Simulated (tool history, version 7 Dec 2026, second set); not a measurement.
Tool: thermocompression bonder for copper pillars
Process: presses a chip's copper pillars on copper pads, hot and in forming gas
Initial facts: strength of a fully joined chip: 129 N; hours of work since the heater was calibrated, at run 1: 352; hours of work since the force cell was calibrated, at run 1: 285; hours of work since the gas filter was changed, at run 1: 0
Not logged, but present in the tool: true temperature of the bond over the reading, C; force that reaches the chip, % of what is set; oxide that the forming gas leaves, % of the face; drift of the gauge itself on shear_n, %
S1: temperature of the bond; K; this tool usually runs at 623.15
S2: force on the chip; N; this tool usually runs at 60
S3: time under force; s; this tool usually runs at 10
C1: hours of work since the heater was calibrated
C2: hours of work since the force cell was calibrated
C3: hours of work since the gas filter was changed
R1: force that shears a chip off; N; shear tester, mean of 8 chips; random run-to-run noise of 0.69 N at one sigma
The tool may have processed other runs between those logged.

run,hour,S1,S2,S3,C1,C2,C3,R1
1,0.0,623.15,60,10,352,285,0,50.5
2,7.4,623.15,60,10,357,290,5,50.3
3,17.0,623.15,60,10,363,297,11,50.2
4,31.7,623.15,60,8,373,307,21,46.1
5,47.5,623.15,60,10,384,318,32,51.1
6,57.0,623.15,60,10,391,324,39,51.1
7,71.7,623.15,60,10,400,334,49,51.6
8,85.6,623.15,60,10,410,343,58,50.6
9,92.8,623.15,60,10,415,348,63,49.8
10,104.9,623.15,60,10,423,356,71,49.7
11,118.4,623.15,60,10,432,366,80,50.9
12,134.8,623.15,60,10,443,377,91,50.6
13,145.4,623.15,60,10,450,384,98,49.4
14,157.5,623.15,60,10,458,392,107,49.9
15,168.4,609.15,60,10,466,399,114,42.2
16,177.0,623.15,60,10,472,405,120,49.8
17,184.8,623.15,44,10,477,410,125,35.7
18,195.6,623.15,60,10,484,418,132,49.3
19,202.5,623.15,60,10,489,422,137,51.3
20,210.7,623.15,60,12,495,428,143,54.3
21,223.1,645.15,40,29,503,436,151,58.7
22,230.5,623.15,60,19,508,441,156,62.5
23,245.0,629.15,59,22,518,451,166,68.7
24,256.9,629.15,59,22,526,459,174,68.2
25,265.6,629.15,59,22,532,465,180,68.4
26,280.4,632.15,84,29,542,475,190,96.9
27,294.9,632.15,36,29,551,485,199,45.2
28,309.5,632.15,36,16,561,495,209,35.8
29,320.4,623.15,60,10,569,502,217,49.5
30,330.9,615.15,42,25,576,509,224,42.7
31,345.9,602.15,77,23,586,519,234,69.3
32,362.5,646.15,71,10,597,531,245,72.6
33,376.7,651.15,60,23,607,540,255,82.8
34,387.3,651.15,60,23,614,547,262,81.8
35,404.0,610.15,48,12,625,559,273,35.7
36,416.9,623.15,83,10,634,567,282,69.2
37,425.5,608.15,47,24,640,573,288,44.2
38,441.4,608.15,54,7,651,584,299,31.2
39,455.1,615.15,60,10,660,593,308,44.6
40,465.7,615.15,60,10,667,600,315,44.8

Alternative continuations, all from the tool just after run 40; predict every row:
A,482.2,623.15,40,10,678,612,326,?
B,482.2,636.15,59,20,678,612,326,?
C,482.2,625.15,70,26,678,612,326,?

run,R1
A,30.5
B,69.5
C,77.8
Without the tool's unlogged condition, the same runs would have read:
run,R1
A,29.8
B,69.8
C,78.6
